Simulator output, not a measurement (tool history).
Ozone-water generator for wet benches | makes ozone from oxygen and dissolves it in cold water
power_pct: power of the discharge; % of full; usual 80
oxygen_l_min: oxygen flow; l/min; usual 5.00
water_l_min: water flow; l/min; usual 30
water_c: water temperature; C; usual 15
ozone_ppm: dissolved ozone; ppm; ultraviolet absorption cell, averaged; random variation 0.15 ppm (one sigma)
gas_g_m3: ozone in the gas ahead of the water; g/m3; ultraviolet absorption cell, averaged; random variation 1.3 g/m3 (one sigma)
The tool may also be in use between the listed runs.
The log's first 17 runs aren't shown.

run 18 hour=1648.7 | power_pct=93 oxygen_l_min=5.00 water_l_min=39 water_c=15 | ozone_ppm=15.5 gas_g_m3=270.5
run 19 hour=1756.3 | power_pct=96 oxygen_l_min=3.99 water_l_min=39 water_c=15 | ozone_ppm=15.7 gas_g_m3=325.3
run 20 hour=1839.0 | power_pct=80 oxygen_l_min=6.34 water_l_min=30 water_c=15 | ozone_ppm=17.4 gas_g_m3=203.3
run 21 hour=1923.7 | power_pct=80 oxygen_l_min=5.86 water_l_min=22 water_c=15 | ozone_ppm=23.1 gas_g_m3=212.3
run 22 hour=1995.0 | power_pct=80 oxygen_l_min=8.76 water_l_min=22 water_c=21 | ozone_ppm=19.3 gas_g_m3=161.5
run 23 hour=2060.3 | power_pct=80 oxygen_l_min=2.78 water_l_min=32 water_c=15 | ozone_ppm=15.9 gas_g_m3=355.6
run 24 hour=2137.2 | power_pct=80 oxygen_l_min=2.78 water_l_min=32 water_c=15 | ozone_ppm=15.7 gas_g_m3=357.2
run 25 hour=2244.9 | power_pct=45 oxygen_l_min=5.00 water_l_min=30 water_c=9 | ozone_ppm=11.3 gas_g_m3=144.5
run 26 hour=2337.9 | power_pct=72 oxygen_l_min=6.82 water_l_min=30 water_c=23 | ozone_ppm=14.2 gas_g_m3=174.5
run 27 hour=2400.3 | power_pct=72 oxygen_l_min=6.82 water_l_min=30 water_c=23 | ozone_ppm=14.1 gas_g_m3=175.0
run 28 hour=2490.4 | power_pct=80 oxygen_l_min=7.80 water_l_min=44 water_c=15 | ozone_ppm=12.0 gas_g_m3=173.6
run 29 hour=2624.9 | power_pct=80 oxygen_l_min=4.83 water_l_min=33 water_c=15 | ozone_ppm=15.9 gas_g_m3=242.2
run 30 hour=2696.8 | power_pct=61 oxygen_l_min=7.95 water_l_min=47 water_c=16 | ozone_ppm=9.0 gas_g_m3=137.5
run 31 hour=2772.0 | power_pct=52 oxygen_l_min=2.88 water_l_min=36 water_c=18 | ozone_ppm=9.4 gas_g_m3=238.0
run 32 hour=2864.8 | power_pct=53 oxygen_l_min=6.38 water_l_min=24 water_c=11 | ozone_ppm=15.6 gas_g_m3=139.3
run 33 hour=2951.7 | power_pct=57 oxygen_l_min=6.38 water_l_min=35 water_c=11 | ozone_ppm=11.8 gas_g_m3=148.0

4 ways to go on from here, each from the tool as it stands after run 33. What would each give?
run A hour=3046.9 | power_pct=70 oxygen_l_min=5.00 water_l_min=31 water_c=15 | ozone_ppm=? gas_g_m3=?
run B hour=3046.9 | power_pct=57 oxygen_l_min=2.85 water_l_min=45 water_c=11 | ozone_ppm=? gas_g_m3=?
run C hour=3046.9 | power_pct=81 oxygen_l_min=5.00 water_l_min=32 water_c=20 | ozone_ppm=? gas_g_m3=?
run D hour=3046.9 | power_pct=75 oxygen_l_min=5.00 water_l_min=30 water_c=15 | ozone_ppm=? gas_g_m3=?

run=A ozone_ppm=15.4 gas_g_m3=211.8
run=B ozone_ppm=8.1 gas_g_m3=255.0
run=C ozone_ppm=15.8 gas_g_m3=241.7
run=D ozone_ppm=16.6 gas_g_m3=223.8
Without the tool's hidden state the same runs would have given:
run=A ozone_ppm=15.4 gas_g_m3=211.9
run=B ozone_ppm=8.1 gas_g_m3=255.1
run=C ozone_ppm=15.9 gas_g_m3=241.8
run=D ozone_ppm=16.6 gas_g_m3=223.9
